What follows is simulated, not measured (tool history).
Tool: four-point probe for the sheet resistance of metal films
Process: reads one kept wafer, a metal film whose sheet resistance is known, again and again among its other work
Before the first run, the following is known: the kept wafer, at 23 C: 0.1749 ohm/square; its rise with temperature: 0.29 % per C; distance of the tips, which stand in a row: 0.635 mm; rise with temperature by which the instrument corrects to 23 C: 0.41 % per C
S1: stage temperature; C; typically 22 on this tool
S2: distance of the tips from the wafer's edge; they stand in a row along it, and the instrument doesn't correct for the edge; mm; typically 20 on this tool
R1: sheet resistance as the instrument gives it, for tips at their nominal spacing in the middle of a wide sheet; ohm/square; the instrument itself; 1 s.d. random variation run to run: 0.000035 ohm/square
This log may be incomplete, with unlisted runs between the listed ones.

Run 1, hour 0: usual settings. Result: R1 0.175207 ohm/square.
Run 2, hour 20: usual settings. Result: R1 0.17511 ohm/square.
Run 3, hour 38.5: usual settings but S1 33 C. Result: R1 0.173012 ohm/square.
Run 4, hour 60.2: usual settings but S1 33 C. Result: R1 0.17305 ohm/square.
Run 5, hour 74.1: usual settings but S1 33 C, S2 16 mm. Result: R1 0.173112 ohm/square.
Run 6, hour 90.3: usual settings but S2 39 mm. Result: R1 0.175124 ohm/square.
Run 7, hour 110.1: usual settings but S2 9 mm. Result: R1 0.175652 ohm/square.
Run 8, hour 133.9: usual settings but S1 34 C. Result: R1 0.172856 ohm/square.
Run 9, hour 148.1: usual settings but S1 24 C. Result: R1 0.174743 ohm/square.
Run 10, hour 170.7: usual settings but S1 24 C, S2 14 mm. Result: R1 0.174878 ohm/square.
Run 11, hour 198.1: usual settings but S1 32 C. Result: R1 0.173164 ohm/square.
Run 12, hour 222.1: usual settings but S1 32 C. Result: R1 0.173203 ohm/square.
Run 13, hour 246: usual settings but S1 32 C. Result: R1 0.173185 ohm/square.
Run 14, hour 269.9: usual settings but S1 19 C. Result: R1 0.175786 ohm/square.
Run 15, hour 281.5: usual settings but S1 24 C. Result: R1 0.174846 ohm/square.
Run 16, hour 308.4: usual settings. Result: R1 0.175188 ohm/square.
Run 17, hour 320.6: usual settings. Result: R1 0.175169 ohm/square.
Run 18, hour 348.5: usual settings. Result: R1 0.175192 ohm/square.
Run 19, hour 374: usual settings but S1 21 C. Result: R1 0.175459 ohm/square.
Run 20, hour 390.5: usual settings but S1 21 C. Result: R1 0.175391 ohm/square.
Run 21, hour 406.5: usual settings but S2 5 mm. Result: R1 0.176642 ohm/square.
Run 22, hour 433.6: usual settings but S2 5 mm. Result: R1 0.176584 ohm/square.
Run 23, hour 462.2: usual settings but S2 5 mm. Result: R1 0.176667 ohm/square.
Run 24, hour 480.9: usual settings but S1 20 C, S2 49 mm. Result: R1 0.175569 ohm/square.
Run 25, hour 503.5: usual settings but S1 20 C, S2 26 mm. Result: R1 0.175552 ohm/square.
Run 26, hour 531.5: usual settings but S1 27 C, S2 10 mm. Result: R1 0.17443 ohm/square.
Run 27, hour 550.9: usual settings but S1 27 C, S2 10 mm. Result: R1 0.174503 ohm/square.
Run 28, hour 569: usual settings but S1 19 C. Result: R1 0.175825 ohm/square.
Run 29, hour 596.4: usual settings but S1 19 C, S2 26 mm. Result: R1 0.175818 ohm/square.
Run 30, hour 619.9: usual settings but S1 19 C, S2 26 mm. Result: R1 0.175857 ohm/square.
Run 31, hour 643.2: usual settings but S2 4 mm. Result: R1 0.177574 ohm/square.
Run 32, hour 657.5: usual settings but S1 33 C, S2 24 mm. Result: R1 0.173013 ohm/square.
Run 33, hour 672.5: usual settings but S1 33 C, S2 24 mm. Result: R1 0.173022 ohm/square.
Run 34, hour 694.4: usual settings but S1 21 C, S2 6 mm. Result: R1 0.176375 ohm/square.
Run 35, hour 707.6: usual settings but S1 21 C, S2 6 mm. Result: R1 0.176351 ohm/square.
Run 36, hour 730.7: usual settings but S1 29 C, S2 7 mm. Result: R1 0.174477 ohm/square.
Run 37, hour 753.1: usual settings but S1 29 C, S2 7 mm. Result: R1 0.174497 ohm/square.
Run 38, hour 765: usual settings but S1 27 C, S2 32 mm. Result: R1 0.174145 ohm/square.
Run 39, hour 788.9: usual settings but S1 33 C, S2 18 mm. Result: R1 0.172986 ohm/square.
Run 40, hour 801.3: usual settings but S1 33 C, S2 18 mm. Result: R1 0.173045 ohm/square.

For run 41, what comes out?
Run 41, hour 823.1: usual settings but S1 33 C, S2 18 mm. Result: R1 ?.

Run 41 came out at R1 0.173057 ohm/square.
With the hidden condition absent and the run-to-run variation left alone, this run would have shown R1 0.17306 ohm/square.
